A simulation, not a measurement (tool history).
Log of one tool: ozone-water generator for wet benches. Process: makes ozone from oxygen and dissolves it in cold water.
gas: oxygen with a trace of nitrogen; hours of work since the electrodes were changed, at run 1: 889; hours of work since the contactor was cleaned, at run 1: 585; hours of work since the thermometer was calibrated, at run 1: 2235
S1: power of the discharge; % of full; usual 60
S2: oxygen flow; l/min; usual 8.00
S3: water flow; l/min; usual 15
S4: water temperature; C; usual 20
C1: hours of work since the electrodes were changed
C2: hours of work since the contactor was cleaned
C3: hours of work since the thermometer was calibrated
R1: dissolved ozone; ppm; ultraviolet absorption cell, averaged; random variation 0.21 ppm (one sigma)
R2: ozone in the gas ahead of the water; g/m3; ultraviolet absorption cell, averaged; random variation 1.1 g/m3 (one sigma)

Run 1, day 0.000: usual settings; C1 889; C2 585; C3 2235. Result: R1 28.8 ppm, R2 199.7 g/m3.
Run 2, day 1.012: usual settings; C1 913; C2 609; C3 2259. Result: R1 28.7 ppm, R2 200.1 g/m3.
Run 3, day 2.188: usual settings; C1 941; C2 637; C3 2287. Result: R1 28.8 ppm, R2 201.0 g/m3.
Run 4, day 2.958: usual settings; C1 959; C2 655; C3 2305. Result: R1 28.6 ppm, R2 200.9 g/m3.
Run 5, day 4.088: usual settings; C1 986; C2 682; C3 2332. Result: R1 28.4 ppm, R2 199.7 g/m3.
Run 6, day 5.000: usual settings but S4 17 C; C1 1007; C2 704; C3 2354. Result: R1 30.6 ppm, R2 199.5 g/m3.
Run 7, day 6.162: usual settings but S4 17 C; C1 1035; C2 731; C3 2381. Result: R1 30.3 ppm, R2 199.9 g/m3.
Run 8, day 6.888: usual settings but S4 17 C; C1 1052; C2 749; C3 2398. Result: R1 30.5 ppm, R2 195.8 g/m3.
Run 9, day 7.471: usual settings; C1 1066; C2 763; C3 2412. Result: R1 28.6 ppm, R2 198.5 g/m3.
Run 10, day 8.529: usual settings but S4 27 C; C1 1091; C2 788; C3 2437. Result: R1 24.8 ppm, R2 197.4 g/m3.
Run 11, day 9.225: usual settings but S4 16 C; C1 1108; C2 804; C3 2454. Result: R1 30.9 ppm, R2 197.0 g/m3.
Run 12, day 10.088: usual settings; C1 1128; C2 825; C3 2474. Result: R1 28.7 ppm, R2 198.0 g/m3.
Run 13, day 10.967: usual settings; C1 1149; C2 846; C3 2495. Result: R1 28.4 ppm, R2 197.6 g/m3.
Run 14, day 11.617: usual settings; C1 1164; C2 861; C3 2511. Result: R1 28.2 ppm, R2 197.9 g/m3.
Run 15, day 12.438: usual settings; C1 1184; C2 880; C3 2530. Result: R1 28.3 ppm, R2 198.4 g/m3.
Run 16, day 13.104: usual settings; C1 1200; C2 896; C3 2546. Result: R1 28.1 ppm, R2 198.0 g/m3.
Run 17, day 13.754: usual settings; C1 1215; C2 912; C3 2561. Result: R1 28.3 ppm, R2 196.0 g/m3.
Run 18, day 15.167: usual settings but S1 43 % of full, S2 6.71 l/min, S3 23 l/min, S4 17 C; C1 1249; C2 945; C3 2595. Result: R1 17.8 ppm, R2 177.1 g/m3.
Run 19, day 15.917: usual settings but S1 67 % of full, S2 7.61 l/min, S3 11 l/min; C1 1266; C2 963; C3 2613. Result: R1 36.7 ppm, R2 215.0 g/m3.
Run 20, day 17.242: usual settings but S1 67 % of full, S2 7.61 l/min, S3 11 l/min; C1 1298; C2 994; C3 2644. Result: R1 36.4 ppm, R2 213.5 g/m3.
Run 21, day 18.504: usual settings but S2 8.09 l/min, S3 10 l/min; C1 1328; C2 1024; C3 2674. Result: R1 36.2 ppm, R2 193.9 g/m3.
Run 22, day 19.708: usual settings but S1 71 % of full, S2 5.35 l/min, S4 22 C; C1 1356; C2 1053; C3 2703. Result: R1 30.1 ppm, R2 256.0 g/m3.
Run 23, day 21.083: usual settings but S1 98 % of full, S2 5.35 l/min, S4 24 C; C1 1389; C2 1085; C3 2735. Result: R1 34.2 ppm, R2 304.3 g/m3.
Run 24, day 22.021: usual settings but S1 68 % of full, S2 5.35 l/min, S4 13 C; C1 1411; C2 1108; C3 2757. Result: R1 34.0 ppm, R2 249.9 g/m3.
Run 25, day 23.242: usual settings but S1 68 % of full, S2 5.35 l/min, S4 13 C; C1 1440; C2 1137; C3 2786. Result: R1 33.5 ppm, R2 249.9 g/m3.
Run 26, day 24.346: usual settings but S1 68 % of full, S2 5.35 l/min, S4 13 C; C1 1466; C2 1163; C3 2813. Result: R1 34.4 ppm, R2 248.1 g/m3.
Run 27, day 25.125: usual settings but S1 86 % of full, S2 5.35 l/min, S4 15 C; C1 1485; C2 1181; C3 2831. Result: R1 37.2 ppm, R2 283.8 g/m3.
Run 28, day 26.008: usual settings but S2 4.34 l/min, S3 20 l/min, S4 22 C; C1 1506; C2 1202; C3 2852. Result: R1 20.9 ppm, R2 255.5 g/m3.
Run 29, day 27.212: usual settings but S1 54 % of full, S2 14.27 l/min; C1 1534; C2 1231; C3 2881. Result: R1 24.7 ppm, R2 144.0 g/m3.
Run 30, day 28.492: usual settings but S1 49 % of full; C1 1565; C2 1261; C3 2911. Result: R1 24.7 ppm, R2 175.4 g/m3.
At day 29.150: water thermometer calibrated.
Run 31, day 29.238: usual settings but S1 49 % of full, S3 9 l/min, S4 15 C; C1 1582; C2 1279; C3 2. Result: R1 37.7 ppm, R2 175.0 g/m3.
Run 32, day 29.812: usual settings but S3 11 l/min; C1 1596; C2 1292; C3 16. Result: R1 34.0 ppm, R2 194.3 g/m3.
Run 33, day 30.804: usual settings but S1 57 % of full, S3 14 l/min, S4 22 C; C1 1619; C2 1316; C3 39. Result: R1 27.1 ppm, R2 189.1 g/m3.

3 ways to go on from here, each from the tool as it stands after run 33. What would each give?
Run A, day 31.817: usual settings but S4 25 C; C1 1643; C2 1340; C3 63. Result: R1 ?, R2 ?.
Run B, day 31.817: usual settings but S1 57 % of full, S2 7.84 l/min, S3 14 l/min, S4 13 C; C1 1643; C2 1340; C3 63. Result: R1 ?, R2 ?.
Run C, day 31.817: usual settings but S1 57 % of full, S2 11.50 l/min, S3 14 l/min, S4 22 C; C1 1643; C2 1340; C3 63. Result: R1 ?, R2 ?.

run    R1     R2
  A  25.2  193.6
  B  32.8  190.6
  C  26.1  162.1
Without the tool's hidden state the same runs would have given:
run    R1     R2
  A  26.9  204.0
  B  34.9  200.6
  C  27.8  170.5
